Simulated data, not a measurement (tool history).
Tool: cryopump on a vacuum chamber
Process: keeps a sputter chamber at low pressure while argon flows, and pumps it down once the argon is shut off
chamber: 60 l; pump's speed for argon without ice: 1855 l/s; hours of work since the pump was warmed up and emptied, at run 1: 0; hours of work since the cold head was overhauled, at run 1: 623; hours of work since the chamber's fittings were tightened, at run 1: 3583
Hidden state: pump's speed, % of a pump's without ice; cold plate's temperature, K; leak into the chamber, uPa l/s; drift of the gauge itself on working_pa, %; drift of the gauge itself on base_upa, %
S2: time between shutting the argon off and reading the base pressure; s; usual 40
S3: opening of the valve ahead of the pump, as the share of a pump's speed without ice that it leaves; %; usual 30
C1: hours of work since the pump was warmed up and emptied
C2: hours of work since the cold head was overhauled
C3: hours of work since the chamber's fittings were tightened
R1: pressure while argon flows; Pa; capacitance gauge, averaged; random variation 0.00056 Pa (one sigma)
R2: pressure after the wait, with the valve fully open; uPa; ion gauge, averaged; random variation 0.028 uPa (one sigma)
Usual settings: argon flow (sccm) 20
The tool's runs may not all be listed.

{"run": 1, "hour": 0.0, "argon flow (sccm)": 20, "S2": 40, "S3": 30, "C1": 0, "C2": 623, "C3": 3583, "R1": 0.0607, "R2": 2.27}
{"run": 2, "hour": 25.8, "argon flow (sccm)": 20, "S2": 23, "S3": 30, "C1": 18, "C2": 641, "C3": 3601, "R1": 0.0609, "R2": 3.12}
{"run": 3, "hour": 74.2, "argon flow (sccm)": 20, "S2": 23, "S3": 30, "C1": 51, "C2": 674, "C3": 3634, "R1": 0.062, "R2": 3.21}
{"run": 4, "hour": 110.7, "argon flow (sccm)": 9, "S2": 40, "S3": 30, "C1": 76, "C2": 699, "C3": 3659, "R1": 0.0281, "R2": 2.37}
{"run": 5, "hour": 136.6, "argon flow (sccm)": 20, "S2": 40, "S3": 26, "C1": 94, "C2": 717, "C3": 3677, "R1": 0.0711, "R2": 2.39}
{"hour": 157.5, "done": "leaking fittings of the chamber tightened, without venting"}
{"run": 6, "hour": 188.0, "argon flow (sccm)": 20, "S2": 40, "S3": 30, "C1": 127, "C2": 751, "C3": 21, "R1": 0.0631, "R2": 1.37}
{"run": 7, "hour": 224.2, "argon flow (sccm)": 20, "S2": 40, "S3": 30, "C1": 152, "C2": 775, "C3": 46, "R1": 0.0626, "R2": 1.37}
{"run": 8, "hour": 273.3, "argon flow (sccm)": 20, "S2": 40, "S3": 30, "C1": 186, "C2": 809, "C3": 79, "R1": 0.0641, "R2": 1.38}
{"run": 9, "hour": 296.6, "argon flow (sccm)": 20, "S2": 40, "S3": 30, "C1": 202, "C2": 825, "C3": 95, "R1": 0.0642, "R2": 1.44}
{"run": 10, "hour": 329.0, "argon flow (sccm)": 20, "S2": 113, "S3": 30, "C1": 224, "C2": 847, "C3": 117, "R1": 0.0632, "R2": 0.66}
{"run": 11, "hour": 354.9, "argon flow (sccm)": 10, "S2": 40, "S3": 30, "C1": 242, "C2": 865, "C3": 135, "R1": 0.0328, "R2": 1.39}
{"run": 12, "hour": 377.0, "argon flow (sccm)": 10, "S2": 40, "S3": 30, "C1": 257, "C2": 880, "C3": 150, "R1": 0.0316, "R2": 1.49}
{"run": 13, "hour": 429.0, "argon flow (sccm)": 20, "S2": 256, "S3": 30, "C1": 292, "C2": 916, "C3": 186, "R1": 0.0656, "R2": 0.44}
{"run": 14, "hour": 482.8, "argon flow (sccm)": 20, "S2": 256, "S3": 30, "C1": 329, "C2": 952, "C3": 223, "R1": 0.0661, "R2": 0.51}
{"run": 15, "hour": 524.8, "argon flow (sccm)": 20, "S2": 256, "S3": 30, "C1": 358, "C2": 981, "C3": 251, "R1": 0.0654, "R2": 0.5}
{"run": 16, "hour": 551.3, "argon flow (sccm)": 20, "S2": 40, "S3": 30, "C1": 376, "C2": 999, "C3": 270, "R1": 0.0663, "R2": 1.5}
{"run": 17, "hour": 595.4, "argon flow (sccm)": 20, "S2": 40, "S3": 30, "C1": 406, "C2": 1029, "C3": 300, "R1": 0.0666, "R2": 1.49}
{"run": 18, "hour": 618.9, "argon flow (sccm)": 20, "S2": 40, "S3": 30, "C1": 422, "C2": 1046, "C3": 316, "R1": 0.0677, "R2": 1.54}
{"run": 19, "hour": 665.0, "argon flow (sccm)": 21, "S2": 24, "S3": 29, "C1": 454, "C2": 1077, "C3": 347, "R1": 0.0742, "R2": 2.23}
{"run": 20, "hour": 712.8, "argon flow (sccm)": 13, "S2": 24, "S3": 30, "C1": 487, "C2": 1110, "C3": 380, "R1": 0.0444, "R2": 2.3}
{"run": 21, "hour": 748.1, "argon flow (sccm)": 13, "S2": 24, "S3": 30, "C1": 511, "C2": 1134, "C3": 404, "R1": 0.0444, "R2": 2.33}
{"run": 22, "hour": 782.0, "argon flow (sccm)": 17, "S2": 143, "S3": 30, "C1": 534, "C2": 1157, "C3": 428, "R1": 0.0593, "R2": 0.76}
{"run": 23, "hour": 823.2, "argon flow (sccm)": 17, "S2": 143, "S3": 30, "C1": 562, "C2": 1185, "C3": 456, "R1": 0.0595, "R2": 0.77}
{"run": 24, "hour": 864.1, "argon flow (sccm)": 12, "S2": 40, "S3": 30, "C1": 590, "C2": 1213, "C3": 484, "R1": 0.0423, "R2": 1.7}
{"hour": 898.9, "done": "pump warmed up, emptied and cooled again"}
{"run": 25, "hour": 914.3, "argon flow (sccm)": 25, "S2": 147, "S3": 23, "C1": 10, "C2": 1244, "C3": 515, "R1": 0.0999, "R2": 0.62}
{"run": 26, "hour": 964.3, "argon flow (sccm)": 25, "S2": 147, "S3": 23, "C1": 45, "C2": 1279, "C3": 549, "R1": 0.0998, "R2": 0.66}
{"run": 27, "hour": 1014.9, "argon flow (sccm)": 12, "S2": 122, "S3": 27, "C1": 79, "C2": 1313, "C3": 584, "R1": 0.04, "R2": 0.71}
{"run": 28, "hour": 1065.3, "argon flow (sccm)": 12, "S2": 226, "S3": 27, "C1": 114, "C2": 1348, "C3": 618, "R1": 0.0409, "R2": 0.57}

Run 29 comes next. What will it give?
{"run": 29, "hour": 1118.2, "argon flow (sccm)": 12, "S2": 200, "S3": 27, "C1": 150, "C2": 1384, "C3": 654, "R1": "?", "R2": "?"}

{"run 29": {"R1": 0.0411, "R2": 0.61}}
Without the tool's hidden state the same run would have given R1 0.0398 Pa, R2 0.38 uPa.
